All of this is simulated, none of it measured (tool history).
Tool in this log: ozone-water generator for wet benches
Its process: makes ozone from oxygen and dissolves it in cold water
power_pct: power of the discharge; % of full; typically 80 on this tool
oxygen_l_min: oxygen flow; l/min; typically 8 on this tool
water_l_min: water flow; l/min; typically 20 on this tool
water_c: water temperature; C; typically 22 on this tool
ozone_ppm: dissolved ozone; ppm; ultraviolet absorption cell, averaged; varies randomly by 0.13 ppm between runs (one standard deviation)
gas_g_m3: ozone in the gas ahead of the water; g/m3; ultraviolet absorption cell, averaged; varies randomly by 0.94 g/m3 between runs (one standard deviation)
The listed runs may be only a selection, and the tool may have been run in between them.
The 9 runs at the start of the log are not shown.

{"run": 10, "hour": 1386.0, "power_pct": 80, "oxygen_l_min": 12.98, "water_l_min": 20, "water_c": 22, "ozone_ppm": 14.1, "gas_g_m3": 130.2}
{"run": 11, "hour": 1480.6, "power_pct": 80, "oxygen_l_min": 8, "water_l_min": 17, "water_c": 22, "ozone_ppm": 16.6, "gas_g_m3": 161}
{"run": 12, "hour": 1637.6, "power_pct": 80, "oxygen_l_min": 8, "water_l_min": 17, "water_c": 22, "ozone_ppm": 16.5, "gas_g_m3": 163.5}
{"run": 13, "hour": 1745.5, "power_pct": 80, "oxygen_l_min": 8, "water_l_min": 17, "water_c": 22, "ozone_ppm": 16.7, "gas_g_m3": 162.4}
{"hour": 1794.0, "done": "water thermometer calibrated"}
{"run": 14, "hour": 1869.0, "power_pct": 80, "oxygen_l_min": 8, "water_l_min": 17, "water_c": 22, "ozone_ppm": 16.5, "gas_g_m3": 164.7}
{"run": 15, "hour": 2039.6, "power_pct": 80, "oxygen_l_min": 8, "water_l_min": 20, "water_c": 22, "ozone_ppm": 14.8, "gas_g_m3": 163}
{"run": 16, "hour": 2151.8, "power_pct": 80, "oxygen_l_min": 8, "water_l_min": 20, "water_c": 22, "ozone_ppm": 15.1, "gas_g_m3": 163.3}
{"hour": 2285.5, "done": "gauge calibrated"}
{"run": 17, "hour": 2306.3, "power_pct": 80, "oxygen_l_min": 8, "water_l_min": 20, "water_c": 20, "ozone_ppm": 15.5, "gas_g_m3": 158.4}
{"run": 18, "hour": 2509.2, "power_pct": 80, "oxygen_l_min": 8, "water_l_min": 20, "water_c": 20, "ozone_ppm": 15.5, "gas_g_m3": 159.6}
{"run": 19, "hour": 2655.6, "power_pct": 53, "oxygen_l_min": 8.29, "water_l_min": 29, "water_c": 23, "ozone_ppm": 7.8, "gas_g_m3": 109.3}
{"run": 20, "hour": 2811.6, "power_pct": 80, "oxygen_l_min": 9.67, "water_l_min": 13, "water_c": 22, "ozone_ppm": 18.8, "gas_g_m3": 147.9}
{"run": 21, "hour": 3003.5, "power_pct": 80, "oxygen_l_min": 9.67, "water_l_min": 13, "water_c": 22, "ozone_ppm": 19, "gas_g_m3": 147.4}
{"run": 22, "hour": 3121.7, "power_pct": 80, "oxygen_l_min": 9.67, "water_l_min": 13, "water_c": 22, "ozone_ppm": 18.9, "gas_g_m3": 147.2}
{"run": 23, "hour": 3346.5, "power_pct": 80, "oxygen_l_min": 9.67, "water_l_min": 13, "water_c": 22, "ozone_ppm": 19.1, "gas_g_m3": 148.1}
{"run": 24, "hour": 3567.9, "power_pct": 80, "oxygen_l_min": 11.5, "water_l_min": 20, "water_c": 22, "ozone_ppm": 14.2, "gas_g_m3": 137.3}
{"run": 25, "hour": 3678.2, "power_pct": 80, "oxygen_l_min": 11.5, "water_l_min": 20, "water_c": 22, "ozone_ppm": 14.2, "gas_g_m3": 137.9}
{"run": 26, "hour": 3782.0, "power_pct": 80, "oxygen_l_min": 7.17, "water_l_min": 30, "water_c": 22, "ozone_ppm": 10.7, "gas_g_m3": 171}
{"run": 27, "hour": 3989.3, "power_pct": 80, "oxygen_l_min": 8.32, "water_l_min": 20, "water_c": 22, "ozone_ppm": 14.8, "gas_g_m3": 159.6}
{"run": 28, "hour": 4145.6, "power_pct": 63, "oxygen_l_min": 8, "water_l_min": 20, "water_c": 22, "ozone_ppm": 12, "gas_g_m3": 132.8}
{"run": 29, "hour": 4261.4, "power_pct": 51, "oxygen_l_min": 6.02, "water_l_min": 22, "water_c": 23, "ozone_ppm": 9.2, "gas_g_m3": 124.2}
{"run": 30, "hour": 4428.1, "power_pct": 51, "oxygen_l_min": 6.02, "water_l_min": 22, "water_c": 23, "ozone_ppm": 9.2, "gas_g_m3": 125.9}
{"run": 31, "hour": 4605.5, "power_pct": 44, "oxygen_l_min": 8, "water_l_min": 24, "water_c": 14, "ozone_ppm": 9, "gas_g_m3": 97.7}
{"run": 32, "hour": 4810.4, "power_pct": 81, "oxygen_l_min": 4.14, "water_l_min": 24, "water_c": 17, "ozone_ppm": 13.1, "gas_g_m3": 224.5}
{"run": 33, "hour": 4910.1, "power_pct": 80, "oxygen_l_min": 8, "water_l_min": 27, "water_c": 18, "ozone_ppm": 12.8, "gas_g_m3": 165.1}

Predict each of these 3 candidate next runs independently; none follows another, all start after run 33:
{"run": "A", "hour": 5084.2, "power_pct": 80, "oxygen_l_min": 8, "water_l_min": 22, "water_c": 22, "ozone_ppm": "?", "gas_g_m3": "?"}
{"run": "B", "hour": 5084.2, "power_pct": 55, "oxygen_l_min": 8, "water_l_min": 20, "water_c": 22, "ozone_ppm": "?", "gas_g_m3": "?"}
{"run": "C", "hour": 5084.2, "power_pct": 93, "oxygen_l_min": 7.4, "water_l_min": 20, "water_c": 22, "ozone_ppm": "?", "gas_g_m3": "?"}

run=A ozone_ppm=13.9 gas_g_m3=163.7
run=B ozone_ppm=10.7 gas_g_m3=119.8
run=C ozone_ppm=16.7 gas_g_m3=194.7
Without the tool's unlogged condition, the same runs would have read:
run=A ozone_ppm=13.9 gas_g_m3=158.2
run=B ozone_ppm=10.7 gas_g_m3=115.7
run=C ozone_ppm=16.8 gas_g_m3=188.1
